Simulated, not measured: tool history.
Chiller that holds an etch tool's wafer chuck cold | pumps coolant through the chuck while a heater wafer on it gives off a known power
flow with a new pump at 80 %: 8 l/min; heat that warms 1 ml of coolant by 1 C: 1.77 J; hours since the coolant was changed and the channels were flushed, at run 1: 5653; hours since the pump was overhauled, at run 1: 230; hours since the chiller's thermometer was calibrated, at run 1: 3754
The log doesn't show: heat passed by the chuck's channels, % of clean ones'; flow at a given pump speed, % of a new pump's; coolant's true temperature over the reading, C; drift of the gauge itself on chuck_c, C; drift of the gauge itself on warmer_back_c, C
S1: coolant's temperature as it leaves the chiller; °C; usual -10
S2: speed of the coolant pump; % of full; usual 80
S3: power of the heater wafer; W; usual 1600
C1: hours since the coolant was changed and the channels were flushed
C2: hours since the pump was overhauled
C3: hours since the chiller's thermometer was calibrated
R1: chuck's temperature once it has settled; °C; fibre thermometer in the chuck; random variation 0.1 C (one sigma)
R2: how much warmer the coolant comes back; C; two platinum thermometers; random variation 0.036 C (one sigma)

run	hour	S1	S2	S3	C1	C2	C3	R1	R2
1	0.0	-10	80	1600	5653	230	3754	3.6	6.80
2	158.0	-10	80	1600	5811	389	3912	3.7	6.80
3	306.4	-10	80	1600	5959	537	4060	3.7	6.82
4	427.6	-13	80	1600	6080	658	4181	0.8	6.85
5	513.8	-13	80	1600	6166	744	4267	0.8	6.81
6	624.8	-13	80	1600	6277	855	4378	0.6	6.81
7	717.4	-10	80	1600	6370	948	4471	3.7	6.81
8	801.2	-10	80	1600	6454	1032	4555	3.6	6.90
9	899.2	-10	80	1600	6552	1130	4653	3.6	6.85
10	1006.1	-10	80	1600	6659	1237	4760	3.6	6.83
11	1126.8	-10	80	1600	6779	1357	4880	3.8	6.82
12	1299.1	-10	80	1600	6952	1530	5053	3.6	6.77
13	1393.1	-10	80	1600	7046	1624	5147	3.5	6.83
# hour 1449.5: chiller's thermometer calibrated
14	1582.8	-10	80	1600	7234	1812	133	3.7	6.88
15	1786.1	-10	80	1687	7438	2016	337	4.3	7.21
16	1942.8	-10	80	1600	7594	2172	493	3.7	6.91
17	2114.0	-10	80	1600	7766	2343	665	3.7	6.89
18	2261.8	-10	98	933	7913	2491	812	-3.0	3.29
19	2436.7	-1	68	933	8088	2666	987	8.0	4.96
20	2589.0	-1	86	933	8241	2818	1139	6.4	3.78
21	2766.3	-6	98	1440	8418	2996	1317	4.8	5.13
22	2904.4	-6	98	1440	8556	3134	1455	4.8	5.11
# hour 3046.9: coolant changed, channels flushed
23	3107.1	-13	65	1248	60	3331	1652	-0.6	6.80
24	3268.0	-16	89	1717	221	3491	1812	-2.3	6.61
25	3458.2	-3	77	2026	411	3682	2003	14.8	9.11
26	3579.5	-12	83	1600	533	3803	2124	1.4	6.67
27	3747.3	-10	99	1600	700	3971	2292	1.8	5.56
28	3935.0	-1	80	1600	888	4158	2480	12.6	6.97
29	4069.0	-13	72	1426	1022	4292	2614	0.1	6.98
# hour 4123.9: gauge calibrated
30	4203.9	-13	69	979	1157	4427	2748	-3.8	4.89
31	4363.6	-5	69	1261	1317	4587	2908	7.1	6.23
32	4516.2	-5	69	1261	1469	4740	3061	7.0	6.32

Forecast each of these 3 alternatives for the next run:
A	4614.6	-10	97	1600	1568	4838	3159	?	?
B	4614.6	-10	80	1012	1568	4838	3159	?	?
C	4614.6	-2	69	1261	1568	4838	3159	?	?

run	R1	R2
A	2.0	5.56
B	-1.3	4.25
C	10.2	6.36
Without the tool's hidden state the same runs would have given:
run	R1	R2
A	2.0	5.53
B	-1.3	4.22
C	10.2	6.33
